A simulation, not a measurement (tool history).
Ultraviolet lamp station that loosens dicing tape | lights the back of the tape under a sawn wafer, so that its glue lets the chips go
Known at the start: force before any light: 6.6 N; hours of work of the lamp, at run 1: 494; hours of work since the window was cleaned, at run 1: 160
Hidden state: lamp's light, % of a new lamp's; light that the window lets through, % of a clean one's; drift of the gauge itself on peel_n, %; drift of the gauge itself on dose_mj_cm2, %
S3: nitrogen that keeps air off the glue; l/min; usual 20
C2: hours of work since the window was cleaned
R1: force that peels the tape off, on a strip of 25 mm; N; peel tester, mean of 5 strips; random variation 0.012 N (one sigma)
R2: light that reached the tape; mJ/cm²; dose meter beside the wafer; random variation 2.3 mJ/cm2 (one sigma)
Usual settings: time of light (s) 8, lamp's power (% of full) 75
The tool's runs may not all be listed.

{"run": 1, "hour": 0.0, "time of light (s)": 8, "lamp's power (% of full)": 75, "S3": 20, "hours of work of the lamp": 494, "C2": 160, "R1": 0.902, "R2": 179}
{"run": 2, "hour": 25.2, "time of light (s)": 8, "lamp's power (% of full)": 75, "S3": 20, "hours of work of the lamp": 514, "C2": 180, "R1": 0.908, "R2": 178}
{"run": 3, "hour": 53.1, "time of light (s)": 14, "lamp's power (% of full)": 75, "S3": 20, "hours of work of the lamp": 536, "C2": 202, "R1": 0.295, "R2": 301}
{"run": 4, "hour": 76.2, "time of light (s)": 14, "lamp's power (% of full)": 75, "S3": 20, "hours of work of the lamp": 554, "C2": 220, "R1": 0.309, "R2": 302}
{"run": 5, "hour": 93.7, "time of light (s)": 14, "lamp's power (% of full)": 75, "S3": 20, "hours of work of the lamp": 568, "C2": 233, "R1": 0.311, "R2": 301}
{"run": 6, "hour": 124.0, "time of light (s)": 8, "lamp's power (% of full)": 75, "S3": 20, "hours of work of the lamp": 592, "C2": 257, "R1": 1.017, "R2": 165}
{"run": 7, "hour": 141.4, "time of light (s)": 5, "lamp's power (% of full)": 75, "S3": 20, "hours of work of the lamp": 605, "C2": 271, "R1": 1.996, "R2": 102}
{"run": 8, "hour": 156.1, "time of light (s)": 5, "lamp's power (% of full)": 75, "S3": 20, "hours of work of the lamp": 617, "C2": 282, "R1": 2.053, "R2": 102}
{"run": 9, "hour": 171.0, "time of light (s)": 5, "lamp's power (% of full)": 75, "S3": 20, "hours of work of the lamp": 628, "C2": 294, "R1": 2.062, "R2": 101}
{"run": 10, "hour": 201.1, "time of light (s)": 5, "lamp's power (% of full)": 75, "S3": 20, "hours of work of the lamp": 652, "C2": 318, "R1": 2.095, "R2": 95}
{"run": 11, "hour": 224.2, "time of light (s)": 5, "lamp's power (% of full)": 75, "S3": 20, "hours of work of the lamp": 670, "C2": 336, "R1": 2.114, "R2": 98}
{"run": 12, "hour": 251.6, "time of light (s)": 8, "lamp's power (% of full)": 75, "S3": 20, "hours of work of the lamp": 692, "C2": 357, "R1": 1.138, "R2": 148}
{"run": 13, "hour": 283.8, "time of light (s)": 8, "lamp's power (% of full)": 75, "S3": 20, "hours of work of the lamp": 717, "C2": 382, "R1": 1.173, "R2": 152}
{"run": 14, "hour": 308.3, "time of light (s)": 8, "lamp's power (% of full)": 75, "S3": 20, "hours of work of the lamp": 736, "C2": 402, "R1": 1.256, "R2": 150}
{"run": 15, "hour": 330.8, "time of light (s)": 8, "lamp's power (% of full)": 75, "S3": 20, "hours of work of the lamp": 754, "C2": 419, "R1": 1.283, "R2": 147}
{"run": 16, "hour": 361.7, "time of light (s)": 6, "lamp's power (% of full)": 75, "S3": 20, "hours of work of the lamp": 778, "C2": 444, "R1": 1.98, "R2": 105}
{"run": 17, "hour": 378.0, "time of light (s)": 6, "lamp's power (% of full)": 75, "S3": 20, "hours of work of the lamp": 791, "C2": 456, "R1": 1.932, "R2": 102}
{"run": 18, "hour": 403.3, "time of light (s)": 6, "lamp's power (% of full)": 75, "S3": 20, "hours of work of the lamp": 811, "C2": 476, "R1": 2.01, "R2": 106}
{"run": 19, "hour": 431.4, "time of light (s)": 10, "lamp's power (% of full)": 75, "S3": 20, "hours of work of the lamp": 833, "C2": 498, "R1": 0.986, "R2": 170}
{"run": 20, "hour": 445.5, "time of light (s)": 7, "lamp's power (% of full)": 75, "S3": 20, "hours of work of the lamp": 844, "C2": 509, "R1": 1.762, "R2": 116}
{"run": 21, "hour": 476.0, "time of light (s)": 7, "lamp's power (% of full)": 75, "S3": 20, "hours of work of the lamp": 868, "C2": 533, "R1": 1.771, "R2": 118}
{"run": 22, "hour": 506.2, "time of light (s)": 7, "lamp's power (% of full)": 84, "S3": 34, "hours of work of the lamp": 891, "C2": 557, "R1": 1.174, "R2": 129}
{"run": 23, "hour": 527.0, "time of light (s)": 7, "lamp's power (% of full)": 84, "S3": 34, "hours of work of the lamp": 907, "C2": 573, "R1": 1.192, "R2": 122}
{"run": 24, "hour": 554.9, "time of light (s)": 10, "lamp's power (% of full)": 75, "S3": 20, "hours of work of the lamp": 929, "C2": 595, "R1": 1.114, "R2": 161}
{"run": 25, "hour": 570.3, "time of light (s)": 10, "lamp's power (% of full)": 75, "S3": 20, "hours of work of the lamp": 941, "C2": 607, "R1": 1.144, "R2": 155}
{"run": 26, "hour": 597.5, "time of light (s)": 10, "lamp's power (% of full)": 75, "S3": 20, "hours of work of the lamp": 963, "C2": 628, "R1": 1.171, "R2": 155}
{"hour": 619.6, "done": "lamp changed"}
{"run": 27, "hour": 619.6, "time of light (s)": 13, "lamp's power (% of full)": 62, "S3": 20, "hours of work of the lamp": 0, "C2": 645, "R1": 0.395, "R2": 263}
{"run": 28, "hour": 635.2, "time of light (s)": 13, "lamp's power (% of full)": 62, "S3": 12, "hours of work of the lamp": 12, "C2": 657, "R1": 0.667, "R2": 257}
{"hour": 637.6, "done": "window cleaned of glue's vapour"}
{"run": 29, "hour": 666.5, "time of light (s)": 13, "lamp's power (% of full)": 62, "S3": 12, "hours of work of the lamp": 36, "C2": 23, "R1": 0.463, "R2": 299}
{"run": 30, "hour": 685.7, "time of light (s)": 13, "lamp's power (% of full)": 68, "S3": 15, "hours of work of the lamp": 51, "C2": 38, "R1": 0.32, "R2": 328}
{"run": 31, "hour": 717.6, "time of light (s)": 13, "lamp's power (% of full)": 68, "S3": 15, "hours of work of the lamp": 76, "C2": 63, "R1": 0.313, "R2": 324}
{"run": 32, "hour": 735.5, "time of light (s)": 13, "lamp's power (% of full)": 96, "S3": 13, "hours of work of the lamp": 91, "C2": 77, "R1": 0.2, "R2": 454}
{"run": 33, "hour": 760.1, "time of light (s)": 13, "lamp's power (% of full)": 96, "S3": 24, "hours of work of the lamp": 110, "C2": 96, "R1": 0.134, "R2": 449}
{"run": 34, "hour": 786.8, "time of light (s)": 13, "lamp's power (% of full)": 96, "S3": 24, "hours of work of the lamp": 131, "C2": 117, "R1": 0.145, "R2": 436}
{"run": 35, "hour": 807.1, "time of light (s)": 13, "lamp's power (% of full)": 96, "S3": 24, "hours of work of the lamp": 147, "C2": 133, "R1": 0.142, "R2": 439}
{"run": 36, "hour": 827.1, "time of light (s)": 8, "lamp's power (% of full)": 83, "S3": 20, "hours of work of the lamp": 162, "C2": 149, "R1": 0.532, "R2": 226}
{"run": 37, "hour": 850.0, "time of light (s)": 8, "lamp's power (% of full)": 83, "S3": 20, "hours of work of the lamp": 180, "C2": 167, "R1": 0.579, "R2": 226}
{"run": 38, "hour": 881.0, "time of light (s)": 14, "lamp's power (% of full)": 99, "S3": 20, "hours of work of the lamp": 205, "C2": 191, "R1": 0.151, "R2": 471}

The next listed run, before its measurement:
{"run": 39, "hour": 907.0, "time of light (s)": 14, "lamp's power (% of full)": 84, "S3": 21, "hours of work of the lamp": 225, "C2": 211, "R1": "?", "R2": "?"}

R1: 0.176 N
R2: 389 mJ/cm²
Without the tool's hidden state the same run would have given R1 0.147 N, R2 452 mJ/cm².
